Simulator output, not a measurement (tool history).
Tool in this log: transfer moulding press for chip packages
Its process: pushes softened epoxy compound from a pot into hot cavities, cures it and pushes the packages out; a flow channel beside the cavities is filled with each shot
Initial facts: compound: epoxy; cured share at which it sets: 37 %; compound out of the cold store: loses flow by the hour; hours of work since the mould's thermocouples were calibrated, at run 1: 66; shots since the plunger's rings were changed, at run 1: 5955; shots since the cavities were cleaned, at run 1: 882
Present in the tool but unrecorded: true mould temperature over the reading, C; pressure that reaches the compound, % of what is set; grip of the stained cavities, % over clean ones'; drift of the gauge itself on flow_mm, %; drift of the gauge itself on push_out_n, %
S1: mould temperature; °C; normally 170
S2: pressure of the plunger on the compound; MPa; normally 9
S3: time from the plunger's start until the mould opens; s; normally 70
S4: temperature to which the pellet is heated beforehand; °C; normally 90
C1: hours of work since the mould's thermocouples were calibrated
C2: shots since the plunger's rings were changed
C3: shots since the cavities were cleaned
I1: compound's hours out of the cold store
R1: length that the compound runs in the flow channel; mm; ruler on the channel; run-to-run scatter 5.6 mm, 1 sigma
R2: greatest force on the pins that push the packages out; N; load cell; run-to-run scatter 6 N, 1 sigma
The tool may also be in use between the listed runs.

run   hour   S1  S2  S3  S4   C1    C2   C3    I1   R1   R2
  1      0  170   9  70  90   66  5955  882  43.6  512  344
       8.7  -- cavities cleaned with cleaning compound and waxed
      41.9  -- plunger's sealing rings changed
      74.1  -- cavities cleaned with cleaning compound and waxed
  2   79.6  170   9  70  88  115   563   85  41.3  560  244
     137.4  -- cavities cleaned with cleaning compound and waxed
  3  157.3  170   9  70  88  165  1747  308  31.4  575  277
     203.8  -- cavities cleaned with cleaning compound and waxed
  4  227.7  170   9  70  92  210  2819  372  34.2  561  312
     264.8  -- cavities cleaned with cleaning compound and waxed
     273.3  -- cavities cleaned with cleaning compound and waxed, once more
  5  304.3  177   9  70  90  259  3963  482  30.4  538  280
     339.6  -- cavities cleaned with cleaning compound and waxed
  6  341.6  177   9  70  90  282  4519   30  34.5  525  208
  7    384  177   9  70  90  310  5179  690  26.7  551  315
     401.6  -- cavities cleaned with cleaning compound and waxed
  8  429.5  169   9  99  90  339  5863  434  42.3  524  271
     463.8  -- cavities cleaned with cleaning compound and waxed
     477.2  -- plunger's sealing rings changed
  9  479.8  169   9  99  90  369    39  210  34.7  580  245
     528.6  -- cavities cleaned with cleaning compound and waxed
 10  540.3  169   9  99  90  408   957  183  39.9  565  233
       576  -- mould's thermocouples calibrated
     593.2  -- cavities cleaned with cleaning compound and waxed
 11  615.3  169   9  99  90   25  2068  343  42.8  546  259

Branching from run 11: 5 alternative next runs. What would each branch give?
     658.6  -- cavities cleaned with cleaning compound and waxed
  A  681.7  169  9.89  60  90  67  3077  360  21.9   ?   ?
     658.6  -- cavities cleaned with cleaning compound and waxed
  B  681.7  169   8.2  99  85  67  3077  360  25.8   ?   ?
     658.6  -- cavities cleaned with cleaning compound and waxed
  C  681.7  170  9.53  63  84  67  3077  360  43.8   ?   ?
     658.6  -- cavities cleaned with cleaning compound and waxed
  D  681.7  170  8.33  65  88  67  3077  360  16.1   ?   ?
     658.6  -- cavities cleaned with cleaning compound and waxed
  E  681.7  164     9  70  90  67  3077  360  33.9   ?   ?

run   R1   R2
  A  622  390
  B  562  278
  C  546  332
  D  578  318
  E  573  417
With no hidden state in the tool, these same runs would have given:
run   R1   R2
  A  648  286
  B  585  203
  C  568  245
  D  602  233
  E  596  309

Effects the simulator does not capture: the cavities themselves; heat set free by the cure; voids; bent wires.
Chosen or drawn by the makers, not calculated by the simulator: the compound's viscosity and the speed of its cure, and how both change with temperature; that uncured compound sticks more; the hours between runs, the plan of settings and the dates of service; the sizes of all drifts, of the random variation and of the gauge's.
